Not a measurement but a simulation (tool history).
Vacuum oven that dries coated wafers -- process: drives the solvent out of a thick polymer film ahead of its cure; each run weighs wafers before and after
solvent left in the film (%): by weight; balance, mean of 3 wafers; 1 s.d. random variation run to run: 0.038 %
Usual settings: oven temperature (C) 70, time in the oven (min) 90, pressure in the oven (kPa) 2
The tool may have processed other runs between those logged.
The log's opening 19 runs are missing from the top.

run,hour,oven temperature (C),time in the oven (min),pressure in the oven (kPa),solvent left in the film (%)
20,926.7,66,90,2,4.91
21,979.4,66,90,2,4.98
# hour 1039.2: oven's thermocouples calibrated
22,1045.5,70,153,3.47,2.61
23,1085.8,59,90,7.42,10.48
24,1123,70,48,2,6.11
25,1157,81,52,1.02,2.04
26,1206.2,81,53,1.02,1.92
27,1237.4,57,58,3.23,10.58
28,1268.1,57,58,3.23,10.3
29,1321.7,64,47,3.55,9.07
30,1355.4,65,59,2.85,7.37
31,1382.4,80,59,2.85,2.53
32,1446,66,90,1.16,4.37
33,1489.8,66,90,1.16,4.34
34,1525.6,66,90,1.16,4.44
35,1565.4,66,90,1.16,4.38
36,1609.9,66,90,1.16,4.46

Expected results for the next run?
37,1640.7,66,119,1.16,?

solvent left in the film (%): 3.26
The same run, on a tool lacking any hidden state, would have yielded solvent left in the film (%) 2.71.

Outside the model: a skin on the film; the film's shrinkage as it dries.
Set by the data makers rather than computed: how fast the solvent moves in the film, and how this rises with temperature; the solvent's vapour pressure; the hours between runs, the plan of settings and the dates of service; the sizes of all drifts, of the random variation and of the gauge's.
